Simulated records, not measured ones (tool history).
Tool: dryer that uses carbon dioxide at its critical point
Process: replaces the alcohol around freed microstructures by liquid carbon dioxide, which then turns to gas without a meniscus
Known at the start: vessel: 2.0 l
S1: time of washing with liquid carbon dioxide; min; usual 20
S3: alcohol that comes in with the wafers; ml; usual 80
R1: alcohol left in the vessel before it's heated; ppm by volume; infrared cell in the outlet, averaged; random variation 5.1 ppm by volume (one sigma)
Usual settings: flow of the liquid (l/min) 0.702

Run 1, hour 0: usual settings. Result: R1 125 ppm by volume.
Run 2, hour 14.6: usual settings. Result: R1 139 ppm by volume.
Run 3, hour 33.1: usual settings. Result: R1 143 ppm by volume.
Run 4, hour 53.8: usual settings. Result: R1 160 ppm by volume.
Run 5, hour 72.5: usual settings. Result: R1 159 ppm by volume.
Run 6, hour 86.6: usual settings but S1 30 min. Result: R1 29 ppm by volume.
Run 7, hour 108.5: usual settings but S1 30 min. Result: R1 33 ppm by volume.
Run 8, hour 119.8: usual settings but S1 30 min. Result: R1 40 ppm by volume.
Run 9, hour 141.1: usual settings but S1 30 min. Result: R1 33 ppm by volume.
Run 10, hour 160.4: usual settings but flow of the liquid (l/min) 0.927. Result: R1 57 ppm by volume.
Run 11, hour 174.5: usual settings but flow of the liquid (l/min) 0.927. Result: R1 66 ppm by volume.
Run 12, hour 195.3: usual settings but flow of the liquid (l/min) 0.927. Result: R1 72 ppm by volume.
At hour 210.8: inlet filter changed.
Run 13, hour 211.8: usual settings but S1 15 min. Result: R1 344 ppm by volume.
Run 14, hour 235.4: usual settings but S1 15 min, flow of the liquid (l/min) 0.633. Result: R1 544 ppm by volume.
Run 15, hour 254.3: usual settings but S1 15 min, flow of the liquid (l/min) 0.633. Result: R1 566 ppm by volume.
Run 16, hour 265: usual settings but S1 15 min, flow of the liquid (l/min) 0.633. Result: R1 579 ppm by volume.
Run 17, hour 289.7: usual settings but S1 15 min, flow of the liquid (l/min) 0.633. Result: R1 611 ppm by volume.
Run 18, hour 308.5: usual settings but S1 15 min, flow of the liquid (l/min) 0.923. Result: R1 119 ppm by volume.
Run 19, hour 325: usual settings but S1 15 min, flow of the liquid (l/min) 0.923. Result: R1 119 ppm by volume.
Run 20, hour 344.6: usual settings but S1 15 min, flow of the liquid (l/min) 0.923. Result: R1 123 ppm by volume.
Run 21, hour 363.6: usual settings but S3 54 ml. Result: R1 93 ppm by volume.
Run 22, hour 380.2: usual settings but S1 13 min, flow of the liquid (l/min) 0.453, S3 101 ml. Result: R1 4009 ppm by volume.
Run 23, hour 400.8: usual settings but S1 14 min, S3 84 ml. Result: R1 644 ppm by volume.
Run 24, hour 421.5: usual settings but S1 17 min, flow of the liquid (l/min) 0.693, S3 117 ml. Result: R1 433 ppm by volume.
Run 25, hour 437.6: usual settings but S1 19 min, flow of the liquid (l/min) 0.668, S3 55 ml. Result: R1 165 ppm by volume.
Run 26, hour 457.3: usual settings but S1 21 min, flow of the liquid (l/min) 0.793, S3 42 ml. Result: R1 56 ppm by volume.
Run 27, hour 479.6: usual settings but S1 12 min, flow of the liquid (l/min) 0.793, S3 102 ml. Result: R1 1037 ppm by volume.
Run 28, hour 500.2: usual settings but S1 15 min, flow of the liquid (l/min) 0.558, S3 37 ml. Result: R1 630 ppm by volume.
Run 29, hour 517.9: usual settings but S3 23 ml. Result: R1 86 ppm by volume.
Run 30, hour 540.8: usual settings but S1 27 min. Result: R1 69 ppm by volume.
Run 31, hour 559.9: usual settings but S1 17 min, flow of the liquid (l/min) 0.566. Result: R1 885 ppm by volume.
Run 32, hour 577.9: usual settings but S1 17 min, flow of the liquid (l/min) 0.818, S3 27 ml. Result: R1 105 ppm by volume.
Run 33, hour 600.9: usual settings but S1 24 min, flow of the liquid (l/min) 1.189, S3 117 ml. Result: R1 50 ppm by volume.
Run 34, hour 623.9: usual settings but S1 24 min, flow of the liquid (l/min) 1.189, S3 117 ml. Result: R1 54 ppm by volume.
Run 35, hour 644.7: usual settings but S1 24 min, flow of the liquid (l/min) 1.189, S3 117 ml. Result: R1 44 ppm by volume.
Run 36, hour 662.8: usual settings but flow of the liquid (l/min) 1.083. Result: R1 60 ppm by volume.
At hour 667.1: inlet filter changed.
Run 37, hour 688.3: usual settings but S1 18 min, flow of the liquid (l/min) 0.514, S3 32 ml. Result: R1 284 ppm by volume.
Run 38, hour 702.2: usual settings but S1 15 min, flow of the liquid (l/min) 0.656, S3 31 ml. Result: R1 217 ppm by volume.
Run 39, hour 722.4: usual settings but S1 15 min, flow of the liquid (l/min) 0.656, S3 31 ml. Result: R1 231 ppm by volume.
Run 40, hour 737.2: usual settings but S1 14 min, flow of the liquid (l/min) 0.717, S3 24 ml. Result: R1 190 ppm by volume.

5 ways to go on from here, each from the tool as it stands after run 40. What would each give?
Run A, hour 750.9: usual settings but S1 30 min, flow of the liquid (l/min) 1.008, S3 24 ml. Result: R1 ?.
Run B, hour 750.9: usual settings but S1 31 min. Result: R1 ?.
Run C, hour 750.9: usual settings but S1 28 min, flow of the liquid (l/min) 0.647, S3 108 ml. Result: R1 ?.
Run D, hour 750.9: usual settings but S1 25 min, flow of the liquid (l/min) 0.552, S3 24 ml. Result: R1 ?.
Run E, hour 750.9: usual settings but S1 14 min, flow of the liquid (l/min) 0.717, S3 88 ml. Result: R1 ?.

run   R1
  A   55
  B   72
  C   78
  D   86
  E  565
Without the tool's hidden state the same runs would have given:
run   R1
  A    4
  B   18
  C   21
  D   28
  E  443
